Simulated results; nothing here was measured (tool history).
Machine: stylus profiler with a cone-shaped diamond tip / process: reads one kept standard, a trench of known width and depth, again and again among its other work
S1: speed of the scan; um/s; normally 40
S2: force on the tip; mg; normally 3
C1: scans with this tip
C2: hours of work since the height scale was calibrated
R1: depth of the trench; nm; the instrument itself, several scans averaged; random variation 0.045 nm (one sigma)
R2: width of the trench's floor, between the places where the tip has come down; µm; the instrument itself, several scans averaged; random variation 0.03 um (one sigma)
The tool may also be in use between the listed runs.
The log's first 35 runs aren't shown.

Run 36, day 37.479: usual settings but S1 68 um/s, S2 1.06 mg; C1 5384; C2 670. Result: R1 504.16 nm, R2 26.34 µm.
Run 37, day 38.5: usual settings but S1 27 um/s, S2 5.34 mg; C1 5475; C2 681. Result: R1 511.07 nm, R2 26.62 µm.
Run 38, day 39.162: usual settings but S1 13 um/s, S2 8.39 mg; C1 5535; C2 689. Result: R1 514.72 nm, R2 26.57 µm.
Run 39, day 40.529: usual settings but S1 60 um/s, S2 3.07 mg; C1 5657; C2 704. Result: R1 507.81 nm, R2 26.42 µm.
Run 40, day 41.508: usual settings but S1 60 um/s, S2 3.07 mg; C1 5745; C2 715. Result: R1 507.91 nm, R2 26.46 µm.
Run 41, day 43.033: usual settings but S2 1.77 mg; C1 5881; C2 732. Result: R1 505.65 nm, R2 26.42 µm.
Run 42, day 44.233: usual settings but S1 32 um/s, S2 1.21 mg; C1 5989; C2 745. Result: R1 504.54 nm, R2 26.4 µm.
Run 43, day 45.629: usual settings but S1 20 um/s, S2 3.25 mg; C1 6114; C2 761. Result: R1 508.14 nm, R2 26.46 µm.
Run 44, day 46.725: usual settings but S1 14 um/s, S2 5.39 mg; C1 6212; C2 773. Result: R1 511.23 nm, R2 26.46 µm.

3 options for the next run, each taken on its own from the tool as it stands now. Forecast them:
Run A, day 48.054: usual settings but S1 19 um/s, S2 6.97 mg; C1 6332; C2 788. Result: R1 ?, R2 ?.
Run B, day 48.054: usual settings but S1 11 um/s, S2 1.62 mg; C1 6332; C2 788. Result: R1 ?, R2 ?.
Run C, day 48.054: usual settings but S1 67 um/s, S2 2.01 mg; C1 6332; C2 788. Result: R1 ?, R2 ?.

run      R1     R2
  A  513.14  26.43
  B  505.47  26.43
  C  506.14  26.25
Without the tool's unlogged condition, the same runs would have read:
run      R1     R2
  A  512.41   27.3
  B  504.75   27.3
  C  505.42  27.12

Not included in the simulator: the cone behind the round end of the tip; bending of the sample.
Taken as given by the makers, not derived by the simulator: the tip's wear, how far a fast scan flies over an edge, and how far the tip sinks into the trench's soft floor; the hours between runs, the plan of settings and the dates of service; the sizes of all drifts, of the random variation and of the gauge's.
